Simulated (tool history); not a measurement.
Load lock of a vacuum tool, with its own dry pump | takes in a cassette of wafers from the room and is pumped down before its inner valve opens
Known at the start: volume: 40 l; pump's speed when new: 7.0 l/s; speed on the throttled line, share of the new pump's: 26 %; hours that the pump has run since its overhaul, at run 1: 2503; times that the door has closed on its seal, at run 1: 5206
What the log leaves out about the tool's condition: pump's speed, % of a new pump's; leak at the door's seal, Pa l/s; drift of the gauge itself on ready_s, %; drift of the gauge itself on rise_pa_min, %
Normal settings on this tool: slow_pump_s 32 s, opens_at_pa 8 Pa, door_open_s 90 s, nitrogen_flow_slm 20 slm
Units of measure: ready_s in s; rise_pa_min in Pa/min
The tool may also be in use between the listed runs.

run    hour  slow_pump_s  opens_at_pa  door_open_s  nitrogen_flow_slm  hours that the pump has run since its overhaul  times that the door has closed on its seal  incoming humidity of the room's air, %  ready_s  rise_pa_min
  1     0.0           32            8           90                 20                                            2503                                        5206                                    44.0     79.4        0.052
  2    69.5           32            8           90                 20                                            2573                                        5405                                    43.3     78.0        0.048
  3   177.4           32            8           37                 20                                            2681                                        5715                                    46.3     79.1        0.044
  4   222.4           32            8           90                 20                                            2726                                        5843                                    43.1     77.9        0.055
  5   305.7           32            8           83                 20                                            2809                                        6082                                    44.2     79.2        0.053
  6   370.6           32            9           83                 20                                            2874                                        6268                                    44.3     77.7        0.045
  7   418.4           32            9           83                 20                                            2922                                        6405                                    43.6     77.6        0.054
  8   471.0           32            9           83                 20                                            2974                                        6556                                    43.7     79.0        0.052
  9   534.2           32            8           90                  6                                            3037                                        6737                                    38.3     79.4        0.064
 10   635.6           32            8           90                  6                                            3139                                        7027                                    42.9     79.1        0.076
 11   699.0           32            8           90                  5                                            3202                                        7209                                    43.4     78.7        0.078
 12   758.1           32            8           90                 36                                            3261                                        7378                                    46.1     78.9        0.041
 13   836.8           32            8           90                 36                                            3340                                        7604                                    45.0     80.3        0.046
 14   887.0           32            8           90                 36                                            3390                                        7748                                    44.0     78.7        0.043
 15   939.4           32            8           90                 20                                            3442                                        7898                                    48.4     79.8        0.066
 16  1001.5           32            8           90                 20                                            3505                                        8076                                    44.5     78.3        0.065
 17  1077.1           18            8           90                 20                                            3580                                        8293                                    47.0     69.3        0.063
 18  1168.3           18            8           90                 20                                            3671                                        8554                                    48.8     69.6        0.062
 19  1221.7           18            8           90                 20                                            3725                                        8707                                    43.1     69.0        0.061
 20  1330.4           32            8          234                  5                                            3833                                        9018                                    45.3     79.8        0.113
 21  1423.7           32           14           56                 19                                            3927                                        9286                                    46.6     76.9        0.047
 22  1472.9           32           14           56                 19                                            3976                                        9427                                    44.5     76.7        0.059
 23  1526.8           60            8           90                 24                                            4030                                        9581                                    43.8    100.0        0.064
 24  1620.4           17            8           90                  6                                            4123                                        9850                                    44.2     68.4        0.085
 25  1706.1           17            8           90                  6                                            4209                                       10095                                    46.2     69.6        0.087
 26  1784.7           17            8           90                 26                                            4288                                       10320                                    48.6     68.4        0.063
 27  1863.6           59           13           40                  6                                            4367                                       10547                                    46.0     96.7        0.073
 28  1917.9           59           13           76                  6                                            4421                                       10702                                    46.8     96.0        0.087
 29  1965.9           59           13           81                  6                                            4469                                       10840                                    41.3     97.0        0.080
 30  2073.8           30            8           90                  4                                            4577                                       11149                                    43.7     78.2        0.088
 31  2124.3           19            8           90                 11                                            4627                                       11294                                    49.5     69.5        0.081
 32  2187.9           25            9           71                 20                                            4691                                       11476                                    44.4     74.8        0.063
 33  2284.0           40            8           90                  9                                            4787                                       11751                                    43.2     84.9        0.087
 34  2370.1           57            7          110                 37                                            4873                                       11998                                    41.8     99.7        0.063
 35  2435.0           20           12          110                 37                                            4938                                       12184                                    43.5     69.2        0.062
 36  2536.2           42           13          133                 20                                            5039                                       12474                                    43.9     84.3        0.083

5 ways to go on from here, each from the tool as it stands after run 36. What would each give?
  A  2612.0           32           16           90                 34                                            5115                                       12691                                    44.4        ?            ?
  B  2612.0           42           13           63                 20                                            5115                                       12691                                    43.4        ?            ?
  C  2612.0           47           13          133                 20                                            5115                                       12691                                    44.1        ?            ?
  D  2612.0           32            8           90                 41                                            5115                                       12691                                    45.4        ?            ?
  E  2612.0           42            8          203                 20                                            5115                                       12691                                    46.0        ?            ?

run  ready_s  rise_pa_min
  A     76.7        0.066
  B     85.4        0.067
  C     87.8        0.083
  D     79.9        0.067
  E     88.1        0.089
Had the tool no hidden state, the same runs would have come out as:
run  ready_s  rise_pa_min
  A     74.8        0.033
  B     83.5        0.035
  C     86.1        0.051
  D     77.8        0.035
  E     86.2        0.057
